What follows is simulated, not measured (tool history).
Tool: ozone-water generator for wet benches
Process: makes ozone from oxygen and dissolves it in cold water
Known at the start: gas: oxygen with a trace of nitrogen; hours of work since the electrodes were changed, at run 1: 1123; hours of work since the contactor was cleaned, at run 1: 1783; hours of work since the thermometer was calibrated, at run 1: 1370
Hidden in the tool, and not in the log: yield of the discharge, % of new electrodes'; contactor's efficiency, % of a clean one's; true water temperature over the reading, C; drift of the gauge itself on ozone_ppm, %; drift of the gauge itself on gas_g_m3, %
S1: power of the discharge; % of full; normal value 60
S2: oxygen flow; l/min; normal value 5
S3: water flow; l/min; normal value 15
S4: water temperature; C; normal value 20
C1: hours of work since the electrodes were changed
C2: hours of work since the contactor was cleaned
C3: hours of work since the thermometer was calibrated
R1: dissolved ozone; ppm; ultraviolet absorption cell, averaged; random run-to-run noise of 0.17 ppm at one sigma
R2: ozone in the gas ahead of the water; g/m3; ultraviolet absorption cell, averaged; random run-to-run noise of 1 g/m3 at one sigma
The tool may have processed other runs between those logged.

| run | hour | S1 | S2 | S3 | S4 | C1 | C2 | C3 | R1 | R2 |
|---|---|---|---|---|---|---|---|---|---|---|
| 1 | 0 | 60 | 5 | 15 | 20 | 1123 | 1783 | 1370 | 22.7 | 173.4 |
| 2 | 27.2 | 60 | 4.57 | 15 | 20 | 1145 | 1805 | 1392 | 23.2 | 180.2 |
| 3 | 46.5 | 60 | 4.57 | 15 | 18 | 1160 | 1820 | 1408 | 23.8 | 181.3 |
| 4 | 75.1 | 60 | 4.57 | 15 | 18 | 1183 | 1843 | 1430 | 23.8 | 181.7 |
| 5 | 97.6 | 60 | 4.57 | 21 | 18 | 1201 | 1861 | 1448 | 17.9 | 181.8 |
| 6 | 123 | 60 | 5 | 15 | 20 | 1221 | 1881 | 1469 | 22.5 | 173.2 |
| 7 | 144.5 | 60 | 5 | 15 | 20 | 1238 | 1898 | 1486 | 22.5 | 172.3 |
| 8 | 180.3 | 60 | 5 | 15 | 20 | 1267 | 1927 | 1514 | 22.8 | 174.3 |
| 9 | 208 | 60 | 5 | 15 | 20 | 1289 | 1949 | 1536 | 22.6 | 172.9 |
| 10 | 224.4 | 60 | 5 | 15 | 20 | 1302 | 1962 | 1549 | 22.7 | 172 |
| 11 | 247.4 | 60 | 5 | 15 | 20 | 1320 | 1980 | 1568 | 22.6 | 172 |
| 12 | 280.5 | 60 | 5 | 12 | 20 | 1347 | 2007 | 1594 | 26.1 | 171.7 |
| 13 | 308.2 | 60 | 5 | 12 | 20 | 1369 | 2029 | 1616 | 26.3 | 172.6 |
| 14 | 326.4 | 60 | 5 | 12 | 20 | 1383 | 2043 | 1631 | 26.4 | 172.3 |
| 15 | 356.4 | 60 | 5 | 12 | 20 | 1407 | 2067 | 1655 | 26.4 | 171.1 |
| 16 | 386.5 | 51 | 3.45 | 12 | 25 | 1431 | 2091 | 1679 | 22.3 | 190.9 |

Estimate the outcome of run 17 from the log above:
| 17 | 422.4 | 41 | 5.02 | 12 | 19 | 1460 | 2120 | 1707 | ? | ? |

{"run 17": {"R1": 19.9, "R2": 125}}
Take away the tool's hidden state, keep the run-to-run variation as it was, and the same run would have given R1 20.4 ppm, R2 127.1 g/m3.
